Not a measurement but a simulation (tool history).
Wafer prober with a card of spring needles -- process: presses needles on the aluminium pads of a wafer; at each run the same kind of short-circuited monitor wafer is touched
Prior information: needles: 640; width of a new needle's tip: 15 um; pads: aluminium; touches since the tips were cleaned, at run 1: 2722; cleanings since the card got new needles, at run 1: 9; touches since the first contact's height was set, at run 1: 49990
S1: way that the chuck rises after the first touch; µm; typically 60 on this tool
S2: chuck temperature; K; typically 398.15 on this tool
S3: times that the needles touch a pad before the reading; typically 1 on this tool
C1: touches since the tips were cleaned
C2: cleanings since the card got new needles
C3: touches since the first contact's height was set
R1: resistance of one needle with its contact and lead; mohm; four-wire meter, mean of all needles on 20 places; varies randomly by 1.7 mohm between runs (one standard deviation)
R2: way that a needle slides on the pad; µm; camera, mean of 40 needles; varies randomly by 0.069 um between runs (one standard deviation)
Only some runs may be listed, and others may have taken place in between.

Run 1, hour 0.0: usual settings; C1 2722; C2 9; C3 49990. Result: R1 244 mohm, R2 15.60 µm.
At hour 7.7: tips cleaned on abrasive film.
Run 2, hour 7.7: usual settings; C1 0; C2 10; C3 51687. Result: R1 179 mohm, R2 15.51 µm.
Run 3, hour 17.4: usual settings; C1 2151; C2 10; C3 53838. Result: R1 234 mohm, R2 15.46 µm.
Run 4, hour 23.3: usual settings; C1 3452; C2 10; C3 55139. Result: R1 251 mohm, R2 15.56 µm.
At hour 27.4: tips cleaned on abrasive film.
Run 5, hour 29.3: usual settings; C1 417; C2 11; C3 56455. Result: R1 197 mohm, R2 15.46 µm.
Run 6, hour 35.8: usual settings; C1 1877; C2 11; C3 57915. Result: R1 239 mohm, R2 15.69 µm.
Run 7, hour 40.8: usual settings but S1 43 µm; C1 2986; C2 11; C3 59024. Result: R1 319 mohm, R2 10.98 µm.
At hour 47.6: tips cleaned on abrasive film.
Run 8, hour 49.8: usual settings; C1 481; C2 12; C3 60994. Result: R1 198 mohm, R2 15.47 µm.
Run 9, hour 57.8: usual settings; C1 2267; C2 12; C3 62780. Result: R1 245 mohm, R2 15.62 µm.
Run 10, hour 61.9: usual settings; C1 3173; C2 12; C3 63686. Result: R1 255 mohm, R2 15.53 µm.
At hour 67.4: tips cleaned on abrasive film.
Run 11, hour 69.1: usual settings; C1 381; C2 13; C3 65268. Result: R1 200 mohm, R2 15.51 µm.
Run 12, hour 78.2: usual settings; C1 2399; C2 13; C3 67286. Result: R1 246 mohm, R2 15.44 µm.
Run 13, hour 84.9: usual settings but S2 301.15 K; C1 3899; C2 13; C3 68786. Result: R1 259 mohm, R2 15.46 µm.
At hour 87.3: tips cleaned on abrasive film.
Run 14, hour 93.3: usual settings; C1 1335; C2 14; C3 70626. Result: R1 222 mohm, R2 15.51 µm.
Run 15, hour 100.9: usual settings; C1 3021; C2 14; C3 72312. Result: R1 252 mohm, R2 15.57 µm.
Run 16, hour 105.2: usual settings; C1 3980; C2 14; C3 73271. Result: R1 260 mohm, R2 15.45 µm.
At hour 107.5: tips cleaned on abrasive film.
Run 17, hour 109.2: usual settings; C1 368; C2 15; C3 74142. Result: R1 194 mohm, R2 15.41 µm.
Run 18, hour 117.6: usual settings; C1 2245; C2 15; C3 76019. Result: R1 244 mohm, R2 15.36 µm.
Run 19, hour 124.1: usual settings but S1 48 µm, S2 302.15 K; C1 3680; C2 15; C3 77454. Result: R1 311 mohm, R2 12.23 µm.
At hour 127.3: tips cleaned on abrasive film.
Run 20, hour 132.4: usual settings but S1 50 µm, S2 300.15 K; C1 1130; C2 16; C3 79275. Result: R1 232 mohm, R2 12.87 µm.
Run 21, hour 137.9: usual settings but S1 57 µm, S2 314.15 K, S3 2; C1 2367; C2 16; C3 80512. Result: R1 212 mohm, R2 14.69 µm.
At hour 146.9: tips cleaned on abrasive film.
Run 22, hour 146.9: usual settings but S1 51 µm, S2 336.15 K, S3 3; C1 0; C2 17; C3 82479. Result: R1 170 mohm, R2 13.00 µm.
Run 23, hour 155.6: usual settings but S1 51 µm, S2 336.15 K, S3 3; C1 1938; C2 17; C3 84417. Result: R1 201 mohm, R2 12.95 µm.
Run 24, hour 163.0: usual settings but S1 51 µm, S2 336.15 K, S3 3; C1 3592; C2 17; C3 86071. Result: R1 210 mohm, R2 13.04 µm.
At hour 167.0: tips cleaned on abrasive film.
Run 25, hour 172.8: usual settings but S1 51 µm, S2 336.15 K, S3 3; C1 1290; C2 18; C3 88216. Result: R1 193 mohm, R2 12.98 µm.
Run 26, hour 178.9: usual settings but S1 52 µm; C1 2660; C2 18; C3 89586. Result: R1 276 mohm, R2 13.22 µm.
At hour 187.0: tips cleaned on abrasive film.
Run 27, hour 187.6: usual settings but S1 42 µm, S2 318.15 K, S3 2; C1 126; C2 19; C3 91479. Result: R1 184 mohm, R2 10.55 µm.
Run 28, hour 195.7: usual settings but S1 70 µm, S2 332.15 K; C1 1929; C2 19; C3 93282. Result: R1 212 mohm, R2 17.95 µm.
Run 29, hour 204.9: usual settings but S1 70 µm, S2 332.15 K; C1 3988; C2 19; C3 95341. Result: R1 236 mohm, R2 17.95 µm.
At hour 206.6: tips cleaned on abrasive film.
Run 30, hour 214.0: usual settings but S1 70 µm, S2 332.15 K; C1 1639; C2 20; C3 97339. Result: R1 214 mohm, R2 17.97 µm.
Run 31, hour 218.6: usual settings; C1 2668; C2 20; C3 98368. Result: R1 250 mohm, R2 15.34 µm.
Run 32, hour 223.8: usual settings but S1 63 µm; C1 3816; C2 20; C3 99516. Result: R1 254 mohm, R2 16.21 µm.
At hour 226.6: tips cleaned on abrasive film.
Run 33, hour 229.6: usual settings but S1 41 µm, S2 395.15 K; C1 675; C2 21; C3 100787. Result: R1 248 mohm, R2 10.26 µm.
Run 34, hour 235.6: usual settings but S1 72 µm, S2 353.15 K, S3 3; C1 2004; C2 21; C3 102116. Result: R1 183 mohm, R2 18.38 µm.

What if the next run were any one of these 4? Each begins from the tool's condition after run 34:
Run A, hour 244.0: usual settings but S1 67 µm, S2 305.15 K; C1 3866; C2 21; C3 103978. Result: R1 ?, R2 ?.
Run B, hour 244.0: usual settings but S1 49 µm, S2 302.15 K; C1 3866; C2 21; C3 103978. Result: R1 ?, R2 ?.
Run C, hour 244.0: usual settings but S3 3; C1 3866; C2 21; C3 103978. Result: R1 ?, R2 ?.
Run D, hour 244.0: usual settings but S1 43 µm, S2 348.15 K, S3 2; C1 3866; C2 21; C3 103978. Result: R1 ?, R2 ?.

run   R1     R2
  A  240  17.23
  B  304  12.44
  C  203  15.28
  D  273  10.96
Without the tool's hidden state the same runs would have given:
run   R1     R2
  A  155  17.70
  B  156  12.91
  C  171  15.75
  D  167  11.43
